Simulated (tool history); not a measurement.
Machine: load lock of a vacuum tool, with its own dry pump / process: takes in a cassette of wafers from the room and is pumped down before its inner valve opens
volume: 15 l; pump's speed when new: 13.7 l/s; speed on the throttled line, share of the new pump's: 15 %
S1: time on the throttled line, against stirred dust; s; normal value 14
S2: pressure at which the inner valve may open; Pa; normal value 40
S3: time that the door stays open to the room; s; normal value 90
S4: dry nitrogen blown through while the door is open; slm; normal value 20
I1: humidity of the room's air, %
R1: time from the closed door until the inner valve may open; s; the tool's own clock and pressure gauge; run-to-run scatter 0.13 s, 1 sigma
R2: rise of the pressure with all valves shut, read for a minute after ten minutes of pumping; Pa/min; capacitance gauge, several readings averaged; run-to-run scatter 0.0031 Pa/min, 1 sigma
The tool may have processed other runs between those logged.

{"run": 1, "hour": 0.0, "S1": 14, "S2": 40, "S3": 90, "S4": 20, "I1": 42.1, "R1": 21.0, "R2": 0.139}
{"run": 2, "hour": 627.7, "S1": 14, "S2": 40, "S3": 90, "S4": 20, "I1": 47.8, "R1": 21.1, "R2": 0.175}
{"run": 3, "hour": 1183.4, "S1": 14, "S2": 36, "S3": 90, "S4": 20, "I1": 42.5, "R1": 21.4, "R2": 0.192}
{"run": 4, "hour": 1795.5, "S1": 14, "S2": 40, "S3": 90, "S4": 20, "I1": 43.4, "R1": 21.3, "R2": 0.219}
{"run": 5, "hour": 2538.9, "S1": 14, "S2": 40, "S3": 90, "S4": 20, "I1": 47.2, "R1": 21.5, "R2": 0.272}
{"run": 6, "hour": 2884.2, "S1": 25, "S2": 40, "S3": 90, "S4": 20, "I1": 43.5, "R1": 30.5, "R2": 0.293}
{"run": 7, "hour": 3552.7, "S1": 14, "S2": 40, "S3": 90, "S4": 20, "I1": 45.3, "R1": 21.3, "R2": 0.342}
{"run": 8, "hour": 4131.3, "S1": 14, "S2": 40, "S3": 90, "S4": 20, "I1": 45.6, "R1": 21.2, "R2": 0.392}
{"run": 9, "hour": 4476.7, "S1": 14, "S2": 40, "S3": 90, "S4": 20, "I1": 49.2, "R1": 21.3, "R2": 0.416}
{"run": 10, "hour": 4986.1, "S1": 14, "S2": 40, "S3": 90, "S4": 20, "I1": 44.8, "R1": 21.5, "R2": 0.45}
{"run": 11, "hour": 5425.4, "S1": 14, "S2": 43, "S3": 90, "S4": 20, "I1": 44.3, "R1": 21.5, "R2": 0.475}
{"run": 12, "hour": 5753.1, "S1": 14, "S2": 40, "S3": 45, "S4": 20, "I1": 44.3, "R1": 21.4, "R2": 0.479}
{"run": 13, "hour": 6182.2, "S1": 14, "S2": 40, "S3": 90, "S4": 11, "I1": 44.8, "R1": 21.5, "R2": 0.555}
{"run": 14, "hour": 6886.4, "S1": 14, "S2": 34, "S3": 90, "S4": 11, "I1": 44.1, "R1": 21.8, "R2": 0.611}
{"hour": 7391.8, "done": "door's seal changed, seat wiped"}
{"run": 15, "hour": 7624.5, "S1": 13, "S2": 34, "S3": 53, "S4": 5, "I1": 41.2, "R1": 21.0, "R2": 0.092}
{"run": 16, "hour": 8063.1, "S1": 13, "S2": 70, "S3": 51, "S4": 5, "I1": 45.9, "R1": 20.2, "R2": 0.101}
{"run": 17, "hour": 8397.4, "S1": 13, "S2": 70, "S3": 51, "S4": 5, "I1": 44.2, "R1": 19.9, "R2": 0.114}
{"run": 18, "hour": 8754.2, "S1": 16, "S2": 34, "S3": 82, "S4": 15, "I1": 45.9, "R1": 23.4, "R2": 0.118}
{"run": 19, "hour": 9220.7, "S1": 15, "S2": 30, "S3": 82, "S4": 15, "I1": 47.0, "R1": 22.9, "R2": 0.129}
{"run": 20, "hour": 9795.7, "S1": 23, "S2": 50, "S3": 74, "S4": 5, "I1": 41.9, "R1": 29.0, "R2": 0.164}

The next listed run, before its measurement:
{"hour": 9896.7, "done": "dry pump taken out, an overhauled one fitted"}
{"run": 21, "hour": 10286.4, "S1": 23, "S2": 79, "S3": 74, "S4": 8, "I1": 41.5, "R1": "?", "R2": "?"}

Logged for run 21: R1 27.6 s, R2 0.163 Pa/min.
Take away the tool's hidden state, keep the run-to-run variation as it was, and the same run would have given R1 27.5 s, R2 0.081 Pa/min.
